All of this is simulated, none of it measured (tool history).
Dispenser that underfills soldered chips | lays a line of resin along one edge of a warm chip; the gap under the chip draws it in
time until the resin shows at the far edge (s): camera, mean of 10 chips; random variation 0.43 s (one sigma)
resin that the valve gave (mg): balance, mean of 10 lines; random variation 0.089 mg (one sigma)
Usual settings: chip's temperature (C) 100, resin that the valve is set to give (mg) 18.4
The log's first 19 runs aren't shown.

run	hour	chip's temperature (C)	resin that the valve is set to give (mg)	hours of work since the syringe was changed	hours of work since the valve was cleaned	hours of work since the stage was calibrated	time until the resin shows at the far edge (s)	resin that the valve gave (mg)
# hour 171.6: new syringe of resin
20	171.6	102	15.8	0	52	185	26.9	15.36
21	184.4	96	18.0	8	60	193	52.6	17.43
# hour 187.8: new syringe of resin
22	191.8	96	20.7	3	65	198	37.7	19.92
23	200.4	96	20.7	8	70	203	51.3	19.91
# hour 204.0: new syringe of resin
24	214.2	109	23.5	7	79	212	31.5	22.62
# hour 220.0: new syringe of resin
25	224.3	112	17.1	3	85	218	23.1	16.27
# hour 235.8: new syringe of resin
26	237.4	112	17.1	1	93	227	21.5	16.27
27	245.4	90	19.5	6	99	232	56.1	18.49
# hour 248.0: dispensing valve cleaned and set on the balance
# hour 252.9: new syringe of resin
28	252.9	90	19.5	0	3	236	37.8	19.43
29	264.6	85	23.5	8	10	243	70.2	23.35
# hour 268.7: new syringe of resin
30	271.3	85	23.5	2	15	247	51.4	23.24
31	279.6	115	16.5	7	20	253	27.0	16.27
# hour 284.1: new syringe of resin
32	290.7	108	15.9	4	27	260	28.9	15.64

Run 33 comes next. What will it give?
# hour 299.5: new syringe of resin
33	302.1	100	23.8	2	34	267	?	?

{"run 33": {"time until the resin shows at the far edge (s)": 30.7, "resin that the valve gave (mg)": 23.32}}
Without the tool's hidden state the same run would have given time until the resin shows at the far edge (s) 30.3, resin that the valve gave (mg) 23.78.
